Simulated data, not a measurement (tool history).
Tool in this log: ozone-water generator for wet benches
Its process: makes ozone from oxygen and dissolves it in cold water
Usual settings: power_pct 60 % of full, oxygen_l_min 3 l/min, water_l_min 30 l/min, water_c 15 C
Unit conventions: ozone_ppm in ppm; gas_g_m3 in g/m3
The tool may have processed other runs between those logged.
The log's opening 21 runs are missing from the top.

run 22 hour=1180.6 | power_pct=87 oxygen_l_min=2.01 water_l_min=30 water_c=15 | ozone_ppm=7.1 gas_g_m3=170.4
run 23 hour=1231 | power_pct=86 oxygen_l_min=5.18 water_l_min=30 water_c=15 | ozone_ppm=10.5 gas_g_m3=120.2
run 24 hour=1276.8 | power_pct=86 oxygen_l_min=2.78 water_l_min=30 water_c=9 | ozone_ppm=8.4 gas_g_m3=150.7
run 25 hour=1321.3 | power_pct=74 oxygen_l_min=1.68 water_l_min=21 water_c=8 | ozone_ppm=9 gas_g_m3=162.6
run 26 hour=1389.8 | power_pct=60 oxygen_l_min=4.14 water_l_min=30 water_c=13 | ozone_ppm=7.8 gas_g_m3=103.9
run 27 hour=1457 | power_pct=60 oxygen_l_min=4.14 water_l_min=30 water_c=13 | ozone_ppm=7.9 gas_g_m3=102.8
run 28 hour=1513.3 | power_pct=60 oxygen_l_min=3.09 water_l_min=21 water_c=13 | ozone_ppm=9.9 gas_g_m3=114
-- hour=1539 contactor cleaned
run 29 hour=1569.3 | power_pct=60 oxygen_l_min=3.09 water_l_min=21 water_c=12 | ozone_ppm=10.5 gas_g_m3=114.8
run 30 hour=1657.3 | power_pct=60 oxygen_l_min=1.58 water_l_min=43 water_c=18 | ozone_ppm=3.2 gas_g_m3=143.6
run 31 hour=1722.6 | power_pct=60 oxygen_l_min=1.58 water_l_min=43 water_c=18 | ozone_ppm=3.3 gas_g_m3=143.3
run 32 hour=1807.2 | power_pct=60 oxygen_l_min=1.58 water_l_min=43 water_c=18 | ozone_ppm=3.4 gas_g_m3=143.1
run 33 hour=1892.5 | power_pct=68 oxygen_l_min=1.58 water_l_min=43 water_c=18 | ozone_ppm=3.7 gas_g_m3=154.6

What if the next run were any one of these 4? Each begins from the tool's condition after run 33:
run A hour=1967.5 | power_pct=85 oxygen_l_min=2.75 water_l_min=43 water_c=19 | ozone_ppm=? gas_g_m3=?
run B hour=1967.5 | power_pct=60 oxygen_l_min=4.87 water_l_min=21 water_c=15 | ozone_ppm=? gas_g_m3=?
run C hour=1967.5 | power_pct=68 oxygen_l_min=2.93 water_l_min=43 water_c=18 | ozone_ppm=? gas_g_m3=?
run D hour=1967.5 | power_pct=68 oxygen_l_min=2.07 water_l_min=43 water_c=18 | ozone_ppm=? gas_g_m3=?

run=A ozone_ppm=5.5 gas_g_m3=144.6
run=B ozone_ppm=11.4 gas_g_m3=96
run=C ozone_ppm=4.9 gas_g_m3=121.8
run=D ozone_ppm=4 gas_g_m3=139.8
Stripped of hidden state, with their random variation kept, the same runs would have yielded:
run=A ozone_ppm=7.1 gas_g_m3=185.9
run=B ozone_ppm=14 gas_g_m3=116.9
run=C ozone_ppm=6.1 gas_g_m3=151.6
run=D ozone_ppm=5.1 gas_g_m3=173.5
